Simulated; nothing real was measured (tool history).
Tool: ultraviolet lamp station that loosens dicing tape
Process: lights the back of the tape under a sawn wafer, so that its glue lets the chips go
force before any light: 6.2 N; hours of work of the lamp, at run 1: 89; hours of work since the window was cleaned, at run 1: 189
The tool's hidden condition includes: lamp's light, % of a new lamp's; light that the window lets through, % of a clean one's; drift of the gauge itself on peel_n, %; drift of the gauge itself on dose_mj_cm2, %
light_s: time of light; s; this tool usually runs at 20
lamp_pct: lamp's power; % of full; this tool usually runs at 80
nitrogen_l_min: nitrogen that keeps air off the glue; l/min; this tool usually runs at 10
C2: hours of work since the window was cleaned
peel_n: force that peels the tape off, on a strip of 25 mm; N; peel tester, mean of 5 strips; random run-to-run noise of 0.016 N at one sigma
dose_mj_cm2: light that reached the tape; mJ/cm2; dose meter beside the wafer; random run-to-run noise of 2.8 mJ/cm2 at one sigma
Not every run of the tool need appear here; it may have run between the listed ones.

{"run": 1, "hour": 0.0, "light_s": 20, "lamp_pct": 80, "nitrogen_l_min": 10, "hours of work of the lamp": 89, "C2": 189, "peel_n": 0.841, "dose_mj_cm2": 369}
{"run": 2, "hour": 5.8, "light_s": 20, "lamp_pct": 80, "nitrogen_l_min": 6, "hours of work of the lamp": 93, "C2": 193, "peel_n": 1.161, "dose_mj_cm2": 368}
{"run": 3, "hour": 13.8, "light_s": 20, "lamp_pct": 80, "nitrogen_l_min": 6, "hours of work of the lamp": 99, "C2": 199, "peel_n": 1.173, "dose_mj_cm2": 365}
{"run": 4, "hour": 21.9, "light_s": 20, "lamp_pct": 80, "nitrogen_l_min": 10, "hours of work of the lamp": 105, "C2": 204, "peel_n": 0.841, "dose_mj_cm2": 366}
{"run": 5, "hour": 27.3, "light_s": 20, "lamp_pct": 78, "nitrogen_l_min": 10, "hours of work of the lamp": 109, "C2": 208, "peel_n": 0.862, "dose_mj_cm2": 354}
{"run": 6, "hour": 33.3, "light_s": 20, "lamp_pct": 78, "nitrogen_l_min": 10, "hours of work of the lamp": 113, "C2": 213, "peel_n": 0.887, "dose_mj_cm2": 358}
{"run": 7, "hour": 38.6, "light_s": 20, "lamp_pct": 90, "nitrogen_l_min": 10, "hours of work of the lamp": 117, "C2": 216, "peel_n": 0.707, "dose_mj_cm2": 408}
{"run": 8, "hour": 45.5, "light_s": 20, "lamp_pct": 90, "nitrogen_l_min": 10, "hours of work of the lamp": 121, "C2": 221, "peel_n": 0.691, "dose_mj_cm2": 416}
{"run": 9, "hour": 52.0, "light_s": 20, "lamp_pct": 90, "nitrogen_l_min": 10, "hours of work of the lamp": 126, "C2": 226, "peel_n": 0.68, "dose_mj_cm2": 415}
{"run": 10, "hour": 59.9, "light_s": 20, "lamp_pct": 90, "nitrogen_l_min": 10, "hours of work of the lamp": 132, "C2": 231, "peel_n": 0.665, "dose_mj_cm2": 411}
{"run": 11, "hour": 64.6, "light_s": 19, "lamp_pct": 80, "nitrogen_l_min": 10, "hours of work of the lamp": 135, "C2": 235, "peel_n": 0.908, "dose_mj_cm2": 345}
{"run": 12, "hour": 70.3, "light_s": 19, "lamp_pct": 80, "nitrogen_l_min": 10, "hours of work of the lamp": 139, "C2": 239, "peel_n": 0.917, "dose_mj_cm2": 350}
{"run": 13, "hour": 77.7, "light_s": 20, "lamp_pct": 80, "nitrogen_l_min": 10, "hours of work of the lamp": 144, "C2": 244, "peel_n": 0.876, "dose_mj_cm2": 362}
{"run": 14, "hour": 83.9, "light_s": 20, "lamp_pct": 80, "nitrogen_l_min": 10, "hours of work of the lamp": 149, "C2": 248, "peel_n": 0.868, "dose_mj_cm2": 363}
{"run": 15, "hour": 90.5, "light_s": 20, "lamp_pct": 80, "nitrogen_l_min": 10, "hours of work of the lamp": 153, "C2": 253, "peel_n": 0.857, "dose_mj_cm2": 365}
{"run": 16, "hour": 95.3, "light_s": 20, "lamp_pct": 80, "nitrogen_l_min": 10, "hours of work of the lamp": 157, "C2": 257, "peel_n": 0.876, "dose_mj_cm2": 356}
{"run": 17, "hour": 100.9, "light_s": 20, "lamp_pct": 80, "nitrogen_l_min": 10, "hours of work of the lamp": 161, "C2": 261, "peel_n": 0.868, "dose_mj_cm2": 366}
{"run": 18, "hour": 107.4, "light_s": 20, "lamp_pct": 87, "nitrogen_l_min": 10, "hours of work of the lamp": 165, "C2": 265, "peel_n": 0.748, "dose_mj_cm2": 387}
{"run": 19, "hour": 115.1, "light_s": 26, "lamp_pct": 80, "nitrogen_l_min": 10, "hours of work of the lamp": 171, "C2": 271, "peel_n": 0.545, "dose_mj_cm2": 466}
{"run": 20, "hour": 122.9, "light_s": 26, "lamp_pct": 80, "nitrogen_l_min": 10, "hours of work of the lamp": 176, "C2": 276, "peel_n": 0.56, "dose_mj_cm2": 462}
{"run": 21, "hour": 130.8, "light_s": 26, "lamp_pct": 80, "nitrogen_l_min": 10, "hours of work of the lamp": 182, "C2": 282, "peel_n": 0.543, "dose_mj_cm2": 458}
{"run": 22, "hour": 138.4, "light_s": 26, "lamp_pct": 80, "nitrogen_l_min": 10, "hours of work of the lamp": 187, "C2": 287, "peel_n": 0.548, "dose_mj_cm2": 470}
{"run": 23, "hour": 143.6, "light_s": 25, "lamp_pct": 80, "nitrogen_l_min": 10, "hours of work of the lamp": 191, "C2": 291, "peel_n": 0.597, "dose_mj_cm2": 442}

Estimate the outcome of run 24 from the log above:
{"run": 24, "hour": 149.9, "light_s": 11, "lamp_pct": 99, "nitrogen_l_min": 10, "hours of work of the lamp": 196, "C2": 295, "peel_n": "?", "dose_mj_cm2": "?"}

Run 24 gave peel_n 1.621 N, dose_mj_cm2 244 mJ/cm2.
Minus the tool's unlogged condition, the same run would have read peel_n 1.428 N, dose_mj_cm2 268 mJ/cm2.

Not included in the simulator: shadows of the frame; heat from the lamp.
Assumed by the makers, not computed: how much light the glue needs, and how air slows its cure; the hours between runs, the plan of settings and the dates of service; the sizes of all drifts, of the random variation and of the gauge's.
